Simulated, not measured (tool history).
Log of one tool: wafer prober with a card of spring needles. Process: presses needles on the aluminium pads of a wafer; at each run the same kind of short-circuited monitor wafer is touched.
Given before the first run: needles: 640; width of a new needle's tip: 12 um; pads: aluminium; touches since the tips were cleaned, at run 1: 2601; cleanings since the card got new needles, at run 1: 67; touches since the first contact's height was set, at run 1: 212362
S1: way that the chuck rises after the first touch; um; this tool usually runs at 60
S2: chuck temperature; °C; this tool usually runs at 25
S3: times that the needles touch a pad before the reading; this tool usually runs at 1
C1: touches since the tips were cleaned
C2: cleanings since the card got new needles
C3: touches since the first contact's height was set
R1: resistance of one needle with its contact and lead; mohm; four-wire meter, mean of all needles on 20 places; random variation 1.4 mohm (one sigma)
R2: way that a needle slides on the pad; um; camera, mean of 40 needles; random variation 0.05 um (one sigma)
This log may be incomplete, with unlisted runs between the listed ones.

| run | hour | S1 | S2 | S3 | C1 | C2 | C3 | R1 | R2 |
|---|---|---|---|---|---|---|---|---|---|
| 1 | 0.0 | 60 | 25 | 1 | 2601 | 67 | 212362 | 210 | 11.26 |
|  | 5.5 | tips cleaned on abrasive film |
|  | 6.9 | height of the first contact set anew |
|  | 15.6 | tips cleaned on abrasive film |
| 2 | 16.8 | 60 | 25 | 3 | 753 | 69 | 6050 | 139 | 11.77 |
|  | 25.3 | tips cleaned on abrasive film |
| 3 | 31.5 | 60 | 25 | 3 | 3845 | 70 | 15043 | 171 | 11.73 |
|  | 35.2 | tips cleaned on abrasive film |
| 4 | 39.6 | 60 | 25 | 3 | 2673 | 71 | 19919 | 157 | 11.68 |
|  | 46.1 | tips cleaned on abrasive film |
| 5 | 51.8 | 60 | 25 | 1 | 3491 | 72 | 27369 | 245 | 11.79 |
|  | 56.3 | tips cleaned on abrasive film |
|  | 66.5 | tips cleaned on abrasive film |
| 6 | 67.7 | 60 | 25 | 1 | 721 | 74 | 37010 | 177 | 11.62 |
|  | 77.0 | tips cleaned on abrasive film |
|  | 78.7 | tips cleaned on abrasive film, once more |
| 7 | 85.0 | 60 | 25 | 1 | 3871 | 76 | 47562 | 246 | 11.70 |
|  | 88.3 | tips cleaned on abrasive film |
| 8 | 94.3 | 60 | 25 | 1 | 3705 | 77 | 53216 | 251 | 11.66 |
|  | 98.7 | tips cleaned on abrasive film |
|  | 108.6 | tips cleaned on abrasive film |
| 9 | 109.8 | 60 | 25 | 1 | 761 | 79 | 62649 | 175 | 11.66 |
|  | 118.3 | tips cleaned on abrasive film |
|  | 127.9 | tips cleaned on abrasive film |
| 10 | 127.9 | 60 | 25 | 1 | 0 | 81 | 73627 | 133 | 11.59 |
|  | 138.0 | tips cleaned on abrasive film |
| 11 | 145.4 | 60 | 25 | 1 | 4541 | 82 | 84313 | 267 | 11.57 |
|  | 147.9 | tips cleaned on abrasive film |
|  | 157.3 | tips cleaned on abrasive film |
| 12 | 163.3 | 60 | 25 | 1 | 3668 | 84 | 95236 | 262 | 11.59 |
|  | 167.5 | tips cleaned on abrasive film |
| 13 | 176.2 | 60 | 25 | 1 | 5302 | 85 | 103075 | 280 | 11.48 |
|  | 177.7 | tips cleaned on abrasive film |
|  | 188.4 | tips cleaned on abrasive film |
| 14 | 193.7 | 60 | 25 | 1 | 3215 | 87 | 113721 | 252 | 11.49 |
|  | 198.8 | tips cleaned on abrasive film |
| 15 | 206.5 | 60 | 25 | 1 | 4754 | 88 | 121564 | 279 | 11.38 |
|  | 209.3 | tips cleaned on abrasive film |
| 16 | 214.9 | 60 | 25 | 1 | 3426 | 89 | 126659 | 262 | 11.50 |
|  | 219.6 | tips cleaned on abrasive film |
| 17 | 225.4 | 75 | 119 | 2 | 3555 | 90 | 133073 | 182 | 14.35 |
|  | 229.4 | tips cleaned on abrasive film |
|  | 240.3 | tips cleaned on abrasive film |
| 18 | 242.1 | 69 | 64 | 2 | 1139 | 92 | 143236 | 159 | 13.09 |

Run 19 is up next; what results do you expect?
|  | 249.8 | tips cleaned on abrasive film |
| 19 | 251.5 | 69 | 64 | 2 | 1039 | 93 | 148907 | ? | ? |

R1: 158 mohm
R2: 13.16 um
If the tool had no hidden condition, the same run with the same run-to-run variation would have returned R1 125 mohm, R2 13.57 um.
